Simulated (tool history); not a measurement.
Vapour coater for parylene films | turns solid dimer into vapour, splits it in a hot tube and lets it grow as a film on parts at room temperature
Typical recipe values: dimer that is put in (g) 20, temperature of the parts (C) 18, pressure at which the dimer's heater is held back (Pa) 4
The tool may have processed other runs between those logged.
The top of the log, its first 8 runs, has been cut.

run,day,dimer that is put in (g),temperature of the parts (C),pressure at which the dimer's heater is held back (Pa),hours of work since the trap's valve was overhauled,hours of work since the table's thermometer was calibrated,thickness of the film (um)
9,17.258,19,11,4,102,423,5.02
10,19.388,19,11,4,140,461,4.89
11,21.85,19,11,4,184,505,4.77
# day 24.204: trap's valve overhauled
12,24.571,19,11,4,7,550,5.35
13,26.325,10,18,4,38,581,2.2
14,27.821,15,18,4,64,608,3.24
15,30.171,20,18,4,106,649,4.27
16,32.279,20,18,4,143,687,4.2
17,34.992,20,18,4,192,735,4
# day 36.858: trap's valve overhauled
18,37.829,20,18,4,17,782,4.5
19,40.729,20,18,4,69,834,4.34
20,43.567,20,18,4,119,884,4.27
21,45.871,10,18,4,160,925,2.07
22,48.004,10,16,4,198,963,2.09
# day 49.529: trap's valve overhauled
23,51.054,10,16,4,27,1014,2.37
24,53.592,10,16,4,72,1059,2.34
25,54.8,20,18,2.45,94,1081,4.33

Run 26 comes next. What will it give?
26,57.683,10,18,6.04,145,1132,?

thickness of the film (um): 2.09
The same run, on a tool lacking any hidden state, would have yielded thickness of the film (um) 2.23.

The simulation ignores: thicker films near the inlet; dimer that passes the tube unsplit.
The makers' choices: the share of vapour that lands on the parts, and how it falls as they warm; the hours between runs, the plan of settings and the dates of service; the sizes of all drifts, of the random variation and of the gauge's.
